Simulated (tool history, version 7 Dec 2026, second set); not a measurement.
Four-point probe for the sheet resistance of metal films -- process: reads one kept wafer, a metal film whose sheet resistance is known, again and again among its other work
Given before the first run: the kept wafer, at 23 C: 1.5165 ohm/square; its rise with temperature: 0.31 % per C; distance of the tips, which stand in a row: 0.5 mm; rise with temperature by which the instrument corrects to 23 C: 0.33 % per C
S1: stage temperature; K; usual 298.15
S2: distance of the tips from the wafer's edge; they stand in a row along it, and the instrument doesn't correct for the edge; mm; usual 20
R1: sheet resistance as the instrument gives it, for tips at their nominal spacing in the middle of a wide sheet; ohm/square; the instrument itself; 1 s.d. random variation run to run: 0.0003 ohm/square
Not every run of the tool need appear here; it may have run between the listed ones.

run      day      S1  S2        R1
  1        0  298.15  20  1.503698
  2    2.912  298.15  20  1.502937
  3    5.583  298.15  20  1.501889
  4    8.679  298.15  20  1.500901
  5   12.088  298.15  20  1.500033
      15.808  -- new probe head fitted
  6   15.808  298.15  20   1.51937
  7   18.017  298.15  20  1.518468
  8    20.55  298.15  20  1.517791
  9   23.488  298.15  20  1.516811
 10   26.083  298.15  20  1.515825
 11   29.442  298.15  20  1.514848
 12   32.983  298.15   6  1.519199
 13   34.646  294.15  20  1.514883
 14   37.846  298.15  22  1.512225
 15   40.404  298.15  22   1.51145
 16   42.421  298.15  12  1.511669
 17   45.708  298.15  12  1.511406
 18   49.188  298.15  20   1.50862
 19   50.888  298.15  20  1.508119
 20   54.188  298.15  20   1.50735
 21   57.608  298.15  20   1.50582
      58.371  -- stage's thermometer calibrated
 22   59.688  298.15   4  1.514456
 23   62.117  306.15  63  1.498033
 24   63.808  306.15  63  1.497747
 25   67.417  296.15  40  1.499533
 26   70.004  293.15   6  1.506437
 27   71.954  293.15   8  1.503118
 28   74.871  305.15  25  1.494286
 29   77.025  297.15   3  1.518444
 30   79.775  294.15   5  1.505645
      81.654  -- new probe head fitted
 31   83.479  298.15  74  1.502537
 32   85.417  298.15  74  1.502131
 33   88.754  308.15   4  1.509983
 34   91.496  308.15  38  1.496652
 35   94.554  308.15  38  1.495598
 36   97.067  295.15  69  1.499393
 37   99.558  295.15  69  1.498688
 38   101.05  297.15  47  1.497966
 39  103.046  294.15   6  1.503665
 40  105.171  294.15   6  1.503155
 41  107.788  296.15  10  1.498422
 42  110.412  296.15  10  1.496668
 43  111.971  307.15  15  1.491094
 44  114.792  300.15   5  1.500203

Measured minus without-hidden-state, run by run (identical run-to-run variation in each term; gauge scatter may differ):
Hidden state present: inner tips' distance over the nominal, %; tips' flats over new ones', %; wafer's true temperature over the reading, C; drift of the gauge itself on sheet_ohm, %.
run         R1
  1  -0.012471
  2  -0.013393
  3  -0.014272
  4  -0.015192
  5  -0.016359
  6  +0.003114
  7  +0.002476
  8  +0.001686
  9  +0.000698
 10  -0.000095
 11  -0.001177
 12  -0.002263
 13  -0.002848
 14  -0.003977
 15  -0.004809
 16  -0.005504
 17  -0.006504
 18  -0.007779
 19  -0.008378
 20  -0.009472
 21  -0.010577
 22  -0.013779
 23  -0.014494
 24  -0.014991
 25  -0.016154
 26  -0.017048
 27  -0.017631
 28  -0.018519
 29  -0.019578
 30  -0.020366
 31  -0.012944
 32  -0.013656
 33  -0.014808
 34   -0.01554
 35  -0.016557
 36  -0.017381
 37  -0.018226
 38  -0.018687
 39  -0.019393
 40  -0.020017
 41  -0.020814
 42  -0.021605
 43  -0.022063
 44  -0.023159

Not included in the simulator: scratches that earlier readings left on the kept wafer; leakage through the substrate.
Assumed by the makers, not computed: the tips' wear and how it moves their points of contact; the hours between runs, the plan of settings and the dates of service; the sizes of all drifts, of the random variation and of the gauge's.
